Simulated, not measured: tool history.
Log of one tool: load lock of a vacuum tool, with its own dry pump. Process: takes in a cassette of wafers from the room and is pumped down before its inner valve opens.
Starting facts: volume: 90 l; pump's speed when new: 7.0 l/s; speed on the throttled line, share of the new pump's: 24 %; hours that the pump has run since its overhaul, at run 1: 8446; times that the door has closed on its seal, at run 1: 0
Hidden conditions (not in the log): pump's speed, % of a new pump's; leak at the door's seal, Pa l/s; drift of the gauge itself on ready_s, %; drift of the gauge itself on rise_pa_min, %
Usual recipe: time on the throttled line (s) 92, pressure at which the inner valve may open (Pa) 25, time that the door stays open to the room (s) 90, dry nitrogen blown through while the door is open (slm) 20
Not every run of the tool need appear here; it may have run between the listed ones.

run,hour,time on the throttled line (s),pressure at which the inner valve may open (Pa),time that the door stays open to the room (s),dry nitrogen blown through while the door is open (slm),hours that the pump has run since its overhaul,times that the door has closed on its seal,"incoming humidity of the room's air, %",time from the closed door until the inner valve may open (s),rise of the pressure with all valves shut (Pa/min)
1,0,92,25,90,20,8446,0,45.4,178.1,0.023
2,236.9,92,25,90,20,8683,1123,45.5,180.4,0.023
3,763.4,92,25,90,4,9209,3619,44.5,176.4,0.034
4,1132.2,92,25,90,4,9578,5367,41.6,177.5,0.033
5,1527.8,92,25,90,4,9974,7242,46.9,181.5,0.037
6,1787,92,25,90,4,10233,8470,47.2,178.3,0.043
7,2313.3,92,37,90,20,10759,10965,47.1,173.9,0.027
8,2749.4,92,37,90,20,11195,13032,43.5,172.2,0.026
9,3160,92,37,90,20,11606,14978,46,173.2,0.033
10,3473.7,92,37,90,20,11920,16465,46.9,174.7,0.028
11,3865.6,92,37,90,20,12311,18323,45.1,173.8,0.021
12,4322,98,37,90,20,12768,20486,46,175.1,0.029
13,4637.1,68,25,90,20,13083,21980,43.7,160.5,0.02
14,4861.1,68,25,90,20,13307,23042,44.5,159.3,0.026
15,5297.8,68,25,90,20,13744,25111,47,161.2,0.023
16,5746.6,103,25,90,20,14192,27239,43.7,184.8,0.024
17,6233.5,74,25,90,20,14679,29547,43.6,163.9,0.02
18,6618.8,74,25,90,5,15065,31373,42.3,165.3,0.033
19,7034.2,92,25,90,6,15480,33342,45.9,178,0.04
20,7416.3,92,43,164,6,15862,35153,43.5,170.5,0.049
21,7722,92,43,164,6,16168,36602,43.4,169.9,0.047

Predict the results of run 22:
22,7943.8,92,25,90,10,16390,37653,49.9,?,?

time from the closed door until the inner valve may open (s): 177
rise of the pressure with all valves shut (Pa/min): 0.034
With no hidden state in the tool, this same run would have given time from the closed door until the inner valve may open (s) 176.8, rise of the pressure with all valves shut (Pa/min) 0.033.
